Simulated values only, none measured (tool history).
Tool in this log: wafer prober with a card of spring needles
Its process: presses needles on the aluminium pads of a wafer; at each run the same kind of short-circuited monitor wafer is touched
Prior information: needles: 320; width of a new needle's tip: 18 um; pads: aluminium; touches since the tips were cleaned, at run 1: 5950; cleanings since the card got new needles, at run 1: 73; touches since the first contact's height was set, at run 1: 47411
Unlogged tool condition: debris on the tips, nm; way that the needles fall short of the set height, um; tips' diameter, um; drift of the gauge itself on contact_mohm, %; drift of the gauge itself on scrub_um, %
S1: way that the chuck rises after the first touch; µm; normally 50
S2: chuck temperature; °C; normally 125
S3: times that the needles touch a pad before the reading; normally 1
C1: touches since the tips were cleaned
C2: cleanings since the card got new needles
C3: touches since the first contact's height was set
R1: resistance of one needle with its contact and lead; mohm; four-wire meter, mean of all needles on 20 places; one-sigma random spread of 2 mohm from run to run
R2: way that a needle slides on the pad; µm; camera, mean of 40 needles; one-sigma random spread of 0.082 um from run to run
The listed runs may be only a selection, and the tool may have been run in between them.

Run 1, hour 0: usual settings; C1 5950; C2 73; C3 47411. Result: R1 355 mohm, R2 7.72 µm.
At hour 5.3: tips cleaned on abrasive film.
At hour 31.4: tips cleaned on abrasive film.
Run 2, hour 37.5: usual settings; C1 1706; C2 75; C3 57890. Result: R1 292 mohm, R2 7.57 µm.
At hour 57.7: tips cleaned on abrasive film.
Run 3, hour 67.1: usual settings; C1 2635; C2 76; C3 66172. Result: R1 308 mohm, R2 7.67 µm.
At hour 84.6: tips cleaned on abrasive film.
At hour 108.6: tips cleaned on abrasive film.
Run 4, hour 125.8: usual settings; C1 4823; C2 78; C3 82600. Result: R1 340 mohm, R2 7.66 µm.
At hour 133.3: tips cleaned on abrasive film.
At hour 159.6: tips cleaned on abrasive film.
Run 5, hour 166.1: usual settings; C1 1808; C2 80; C3 93856. Result: R1 288 mohm, R2 7.65 µm.
At hour 187.1: tips cleaned on abrasive film.
At hour 212.8: tips cleaned on abrasive film.
Run 6, hour 212.8: usual settings; C1 0; C2 82; C3 106910. Result: R1 230 mohm, R2 7.57 µm.
At hour 238.5: tips cleaned on abrasive film.
At hour 267.1: tips cleaned on abrasive film.
Run 7, hour 270.7: usual settings; C1 998; C2 84; C3 123116. Result: R1 267 mohm, R2 7.59 µm.
At hour 291.4: tips cleaned on abrasive film.
At hour 315.2: tips cleaned on abrasive film.
Run 8, hour 327.6: usual settings; C1 3484; C2 86; C3 139039. Result: R1 330 mohm, R2 7.49 µm.
At hour 339.9: tips cleaned on abrasive film.
At hour 364.1: tips cleaned on abrasive film.
Run 9, hour 372.2: usual settings; C1 2277; C2 88; C3 151522. Result: R1 304 mohm, R2 7.44 µm.
At hour 390.3: tips cleaned on abrasive film.
Run 10, hour 396: usual settings; C1 1601; C2 89; C3 158171. Result: R1 290 mohm, R2 7.41 µm.
At hour 416.3: tips cleaned on abrasive film.
At hour 441.6: tips cleaned on abrasive film.
Run 11, hour 448: usual settings; C1 1788; C2 91; C3 172714. Result: R1 302 mohm, R2 7.33 µm.
At hour 468: tips cleaned on abrasive film.
Run 12, hour 486.9: usual settings but S2 37 °C; C1 5302; C2 92; C3 183628. Result: R1 373 mohm, R2 7.56 µm.
At hour 495.8: tips cleaned on abrasive film.
Run 13, hour 516.5: usual settings but S2 37 °C; C1 5799; C2 93; C3 191892. Result: R1 373 mohm, R2 7.46 µm.
At hour 521.9: tips cleaned on abrasive film.
At hour 546.1: tips cleaned on abrasive film.
Run 14, hour 569.1: usual settings but S2 37 °C; C1 6462; C2 95; C3 206622. Result: R1 384 mohm, R2 7.51 µm.
At hour 573.5: tips cleaned on abrasive film.
At hour 598.2: tips cleaned on abrasive film.
Run 15, hour 601.2: usual settings but S1 41 µm, S3 3; C1 857; C2 97; C3 215591. Result: R1 263 mohm, R2 5.9 µm.
At hour 626.5: tips cleaned on abrasive film.
At hour 650.5: tips cleaned on abrasive film.
Run 16, hour 653: usual settings but S1 47 µm, S2 117 °C; C1 700; C2 99; C3 230071. Result: R1 288 mohm, R2 6.77 µm.
At hour 675.2: tips cleaned on abrasive film.
Run 17, hour 678: usual settings but S1 55 µm, S2 65 °C, S3 3; C1 775; C2 100; C3 237057. Result: R1 223 mohm, R2 8.14 µm.
At hour 699.5: tips cleaned on abrasive film.
At hour 704.3: height of the first contact set anew.
At hour 725.2: tips cleaned on abrasive film.
Run 18, hour 734.1: usual settings but S1 55 µm, S2 65 °C, S3 3; C1 2498; C2 102; C3 8358. Result: R1 232 mohm, R2 8.56 µm.
At hour 751.3: tips cleaned on abrasive film.
At hour 779.4: tips cleaned on abrasive film.
Run 19, hour 779.5: usual settings but S1 62 µm, S2 48 °C; C1 44; C2 104; C3 21053. Result: R1 202 mohm, R2 9.68 µm.
At hour 803.6: tips cleaned on abrasive film.
Run 20, hour 807.7: usual settings but S2 48 °C; C1 1161; C2 105; C3 28945. Result: R1 256 mohm, R2 7.68 µm.
At hour 832.3: tips cleaned on abrasive film.
Run 21, hour 844.1: usual settings but S1 57 µm, S2 120 °C; C1 3301; C2 106; C3 39123. Result: R1 300 mohm, R2 8.97 µm.
At hour 857.3: tips cleaned on abrasive film.
Run 22, hour 868: usual settings but S1 57 µm, S2 120 °C; C1 3024; C2 107; C3 45824. Result: R1 299 mohm, R2 8.69 µm.
At hour 883.6: tips cleaned on abrasive film.
Run 23, hour 897.2: usual settings but S1 38 µm, S2 52 °C, S3 2; C1 3817; C2 108; C3 53975. Result: R1 350 mohm, R2 5.83 µm.
At hour 911.5: tips cleaned on abrasive film.
At hour 936.4: tips cleaned on abrasive film.
Run 24, hour 936.9: usual settings but S1 38 µm, S2 52 °C, S3 2; C1 164; C2 110; C3 65093. Result: R1 254 mohm, R2 5.72 µm.
At hour 961.3: tips cleaned on abrasive film.
Run 25, hour 977: usual settings but S1 61 µm, S2 36 °C; C1 4413; C2 111; C3 76315. Result: R1 298 mohm, R2 9.38 µm.
At hour 987.3: tips cleaned on abrasive film.
At hour 1011.8: tips cleaned on abrasive film.
Run 26, hour 1015.9: usual settings but S2 29 °C; C1 1145; C2 113; C3 87179. Result: R1 264 mohm, R2 7.64 µm.

Below are 5 alternative next runs, each starting from the tool's condition after run 26. Predict each:
At hour 1035.7: tips cleaned on abrasive film.
At hour 1063.1: tips cleaned on abrasive film.
Run A, hour 1064.9: usual settings but S1 33 µm, S2 30 °C; C1 500; C2 115; C3 100893. Result: R1 ?, R2 ?.
At hour 1035.7: tips cleaned on abrasive film.
At hour 1063.1: tips cleaned on abrasive film.
Run B, hour 1064.9: usual settings but S2 29 °C; C1 500; C2 115; C3 100893. Result: R1 ?, R2 ?.
At hour 1035.7: tips cleaned on abrasive film.
At hour 1063.1: tips cleaned on abrasive film.
Run C, hour 1064.9: usual settings but S1 61 µm, S2 36 °C, S3 2; C1 500; C2 115; C3 100893. Result: R1 ?, R2 ?.
At hour 1035.7: tips cleaned on abrasive film.
At hour 1063.1: tips cleaned on abrasive film.
Run D, hour 1064.9: usual settings but S2 39 °C, S3 3; C1 500; C2 115; C3 100893. Result: R1 ?, R2 ?.
At hour 1035.7: tips cleaned on abrasive film.
At hour 1063.1: tips cleaned on abrasive film.
Run E, hour 1064.9: usual settings but S1 33 µm; C1 500; C2 115; C3 100893. Result: R1 ?, R2 ?.

run   R1    R2
  A  331  5.03
  B  245  7.59
  C  212  9.33
  D  220  7.61
  E  348   4.9
With no hidden state in the tool, these same runs would have given:
run   R1    R2
  A  210  5.26
  B  189  7.82
  C  186  9.56
  D  194  7.84
  E  239  5.12
